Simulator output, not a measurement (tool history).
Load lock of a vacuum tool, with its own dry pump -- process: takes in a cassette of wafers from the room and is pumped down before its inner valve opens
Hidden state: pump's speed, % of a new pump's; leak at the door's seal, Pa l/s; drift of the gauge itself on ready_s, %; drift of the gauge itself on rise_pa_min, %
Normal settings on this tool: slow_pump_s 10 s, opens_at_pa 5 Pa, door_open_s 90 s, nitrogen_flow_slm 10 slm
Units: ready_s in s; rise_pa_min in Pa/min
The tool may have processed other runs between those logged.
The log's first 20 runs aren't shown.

| run | hour | slow_pump_s | opens_at_pa | door_open_s | nitrogen_flow_slm | hours that the pump has run since its overhaul | times that the door has closed on its seal | incoming humidity of the room's air, % | ready_s | rise_pa_min |
|---|---|---|---|---|---|---|---|---|---|---|
| 21 | 6877.1 | 8 | 9 | 90 | 17 | 1567 | 16100 | 43.3 | 23.9 | 0.040 |
| 22 | 7278.3 | 10 | 5 | 55 | 29 | 1968 | 16754 | 43.1 | 26.2 | 0.029 |
| 23 | 7714.1 | 17 | 5 | 36 | 44 | 2404 | 17465 | 46.9 | 31.7 | 0.022 |
| 24 | 7939.9 | 7 | 9 | 160 | 15 | 2630 | 17833 | 46.1 | 23.5 | 0.059 |
| 25 | 8352.0 | 7 | 9 | 160 | 15 | 3042 | 18505 | 46.3 | 22.6 | 0.066 |
| 26 | 8827.7 | 10 | 5 | 67 | 23 | 3518 | 19281 | 45.6 | 26.8 | 0.041 |
| 27 | 9045.6 | 9 | 9 | 90 | 14 | 3735 | 19636 | 44.2 | 24.8 | 0.049 |
| 28 | 9355.5 | 9 | 9 | 90 | 14 | 4045 | 20141 | 46.4 | 23.9 | 0.043 |
| 29 | 9641.4 | 9 | 9 | 90 | 14 | 4331 | 20607 | 47.4 | 24.2 | 0.046 |
| 30 | 9915.9 | 9 | 9 | 90 | 14 | 4606 | 21055 | 48.3 | 24.7 | 0.054 |
| 31 | 10229.5 | 10 | 7 | 90 | 21 | 4919 | 21566 | 44.9 | 26.2 | 0.038 |
| 32 | 10629.7 | 6 | 5 | 90 | 10 | 5320 | 22219 | 47.0 | 23.5 | 0.062 |
| 33 | 10953.8 | 6 | 5 | 90 | 10 | 5644 | 22747 | 46.5 | 24.0 | 0.052 |
| 34 | 11243.8 | 10 | 8 | 90 | 14 | 5934 | 23220 | 43.4 | 25.5 | 0.044 |
| 35 | 11640.4 | 8 | 5 | 29 | 29 | 6330 | 23867 | 43.2 | 25.0 | 0.026 |
| 36 | 12054.3 | 10 | 4 | 90 | 9 | 6744 | 24541 | 46.4 | 26.5 | 0.057 |

What if the next run were any one of these 5? Each begins from the tool's condition after run 36:
| A | 12474.6 | 18 | 5 | 52 | 22 | 7165 | 25227 | 42.5 | ? | ? |
| B | 12474.6 | 10 | 4 | 56 | 9 | 7165 | 25227 | 43.9 | ? | ? |
| C | 12474.6 | 10 | 4 | 38 | 21 | 7165 | 25227 | 44.1 | ? | ? |
| D | 12474.6 | 10 | 4 | 166 | 9 | 7165 | 25227 | 46.2 | ? | ? |
| E | 12474.6 | 7 | 5 | 240 | 9 | 7165 | 25227 | 44.3 | ? | ? |

| run | ready_s | rise_pa_min |
|---|---|---|
| A | 32.6 | 0.028 |
| B | 26.4 | 0.036 |
| C | 27.1 | 0.022 |
| D | 26.9 | 0.075 |
| E | 24.6 | 0.086 |
What these runs would have given with no unlogged condition in the tool:
| run | ready_s | rise_pa_min |
|---|---|---|
| A | 32.6 | 0.027 |
| B | 26.4 | 0.036 |
| C | 27.1 | 0.021 |
| D | 26.9 | 0.074 |
| E | 24.6 | 0.085 |
